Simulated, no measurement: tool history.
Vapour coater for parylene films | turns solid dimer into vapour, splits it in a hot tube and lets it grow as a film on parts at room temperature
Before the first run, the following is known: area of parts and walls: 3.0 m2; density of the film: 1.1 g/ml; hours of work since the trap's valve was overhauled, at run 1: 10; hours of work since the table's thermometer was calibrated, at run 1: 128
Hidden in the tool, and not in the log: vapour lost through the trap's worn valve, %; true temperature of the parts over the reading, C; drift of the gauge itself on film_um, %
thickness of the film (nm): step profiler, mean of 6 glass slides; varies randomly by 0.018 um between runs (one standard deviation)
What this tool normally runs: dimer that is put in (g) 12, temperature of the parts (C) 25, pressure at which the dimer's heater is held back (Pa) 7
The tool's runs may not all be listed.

| run | hour | dimer that is put in (g) | temperature of the parts (C) | pressure at which the dimer's heater is held back (Pa) | hours of work since the trap's valve was overhauled | hours of work since the table's thermometer was calibrated | thickness of the film (nm) |
|---|---|---|---|---|---|---|---|
| 1 | 0 | 12 | 25 | 7 | 10 | 128 | 1810 |
| 2 | 27.2 | 12 | 25 | 7 | 35 | 153 | 1800 |
| 3 | 69.6 | 12 | 25 | 7 | 73 | 191 | 1770 |
| 4 | 91.5 | 12 | 25 | 7 | 93 | 210 | 1760 |
| 5 | 136.2 | 12 | 25 | 7 | 133 | 251 | 1710 |
| 6 | 162.2 | 12 | 25 | 7 | 156 | 274 | 1710 |
| 7 | 208.2 | 12 | 25 | 7 | 198 | 315 | 1680 |
| 8 | 256.7 | 11 | 25 | 7 | 241 | 359 | 1520 |
| 9 | 295.3 | 11 | 25 | 7 | 276 | 394 | 1510 |
| 10 | 334.8 | 12 | 25 | 7 | 311 | 429 | 1600 |
| 11 | 370.8 | 12 | 25 | 7 | 344 | 462 | 1590 |
| 12 | 394 | 12 | 25 | 7 | 365 | 482 | 1560 |
| 13 | 433.9 | 12 | 25 | 7 | 400 | 518 | 1580 |
| 14 | 457.1 | 12 | 25 | 7 | 421 | 539 | 1540 |
|  | 465.8 | trap's valve overhauled |
| 15 | 504.2 | 12 | 25 | 7 | 35 | 578 | 1430 |
| 16 | 532 | 12 | 25 | 10.49 | 59 | 603 | 1340 |
|  | 566.1 | trap's valve overhauled, once more |
| 17 | 572.1 | 12 | 25 | 10.49 | 5 | 635 | 1720 |
| 18 | 621.9 | 12 | 25 | 10.49 | 50 | 680 | 1700 |
| 19 | 649.8 | 12 | 25 | 10.49 | 75 | 705 | 1670 |
| 20 | 687.6 | 12 | 25 | 7 | 109 | 739 | 1740 |
| 21 | 713.8 | 12 | 25 | 7 | 133 | 763 | 1690 |
| 22 | 751.9 | 6 | 25 | 7 | 167 | 797 | 820 |
| 23 | 773.7 | 10 | 25 | 7 | 187 | 817 | 1410 |
| 24 | 796.5 | 10 | 25 | 7 | 207 | 837 | 1390 |
| 25 | 827.1 | 14 | 25 | 6.76 | 235 | 865 | 1960 |
| 26 | 873.2 | 7 | 24 | 11.79 | 276 | 906 | 890 |
| 27 | 915.2 | 9 | 23 | 8.21 | 314 | 944 | 1200 |
| 28 | 936.5 | 9 | 23 | 8.21 | 333 | 963 | 1220 |
| 29 | 963.2 | 12 | 25 | 2.52 | 357 | 987 | 1760 |
| 30 | 991.4 | 12 | 25 | 2.52 | 382 | 1012 | 1730 |
|  | 1043 | trap's valve overhauled |
| 31 | 1044.8 | 12 | 25 | 2.52 | 2 | 1057 | 2000 |
| 32 | 1081 | 14 | 30 | 9.21 | 34 | 1089 | 1820 |
| 33 | 1109 | 13 | 25 | 2.85 | 59 | 1114 | 2100 |
| 34 | 1160.8 | 5 | 32 | 8.91 | 106 | 1161 | 610 |
| 35 | 1194.3 | 5 | 33 | 8.91 | 136 | 1191 | 620 |
| 36 | 1245.5 | 12 | 27 | 7 | 182 | 1237 | 1630 |
| 37 | 1285.4 | 12 | 27 | 7 | 218 | 1273 | 1580 |
| 38 | 1312.8 | 12 | 27 | 7 | 243 | 1298 | 1550 |
| 39 | 1357.8 | 12 | 27 | 7 | 283 | 1338 | 1540 |
| 40 | 1385.5 | 16 | 25 | 7 | 308 | 1363 | 2100 |
| 41 | 1410.2 | 12 | 25 | 7 | 330 | 1385 | 1570 |
| 42 | 1455.1 | 12 | 22 | 5.41 | 371 | 1426 | 1670 |
| 43 | 1497.6 | 12 | 21 | 5.41 | 409 | 1464 | 1700 |
|  | 1519.6 | trap's valve overhauled |
| 44 | 1529.1 | 12 | 21 | 5.41 | 9 | 1488 | 1980 |
|  | 1532.3 | table's thermometer calibrated |
| 45 | 1552.6 | 12 | 21 | 3.87 | 29 | 18 | 2040 |
| 46 | 1595.4 | 14 | 29 | 10.8 | 67 | 57 | 1820 |
| 47 | 1624.3 | 14 | 28 | 10.8 | 93 | 83 | 1830 |
| 48 | 1669.6 | 8 | 18 | 7 | 134 | 123 | 1330 |

For each entry between runs, how does the tool's hidden state at the last listed run before it compare with that at the first listed run after it?
In the gap between runs 14 and 15: trap's valve overhauled (hour 465.8)
  vapour lost through the trap's worn valve, %: 15.1 -> 20.1; true temperature of the parts over the reading, C: 0.44 -> 0.47
  measured result minus the result with no hidden state, thickness of the film (nm): -290 -> -370
In the gap between runs 16 and 17: trap's valve overhauled, once more (hour 566.1)
  vapour lost through the trap's worn valve, %: 21 -> 0.4; true temperature of the parts over the reading, C: 0.49 -> 0.51
  measured result minus the result with no hidden state, thickness of the film (nm): -380 -> -30
In the gap between runs 30 and 31: trap's valve overhauled (hour 1043)
  vapour lost through the trap's worn valve, %: 13.5 -> 0.6; true temperature of the parts over the reading, C: 0.81 -> 0.85
  measured result minus the result with no hidden state, thickness of the film (nm): -300 -> -40
In the gap between runs 43 and 44: trap's valve overhauled (hour 1519.6)
  vapour lost through the trap's worn valve, %: 14.5 -> 0.5; true temperature of the parts over the reading, C: 1.15 -> 1.18
  measured result minus the result with no hidden state, thickness of the film (nm): -330 -> -50
In the gap between runs 44 and 45: table's thermometer calibrated (hour 1532.3)
  vapour lost through the trap's worn valve, %: 0.5 -> 1.2; true temperature of the parts over the reading, C: 1.18 -> 0.14
  measured result minus the result with no hidden state, thickness of the film (nm): -50 -> -30

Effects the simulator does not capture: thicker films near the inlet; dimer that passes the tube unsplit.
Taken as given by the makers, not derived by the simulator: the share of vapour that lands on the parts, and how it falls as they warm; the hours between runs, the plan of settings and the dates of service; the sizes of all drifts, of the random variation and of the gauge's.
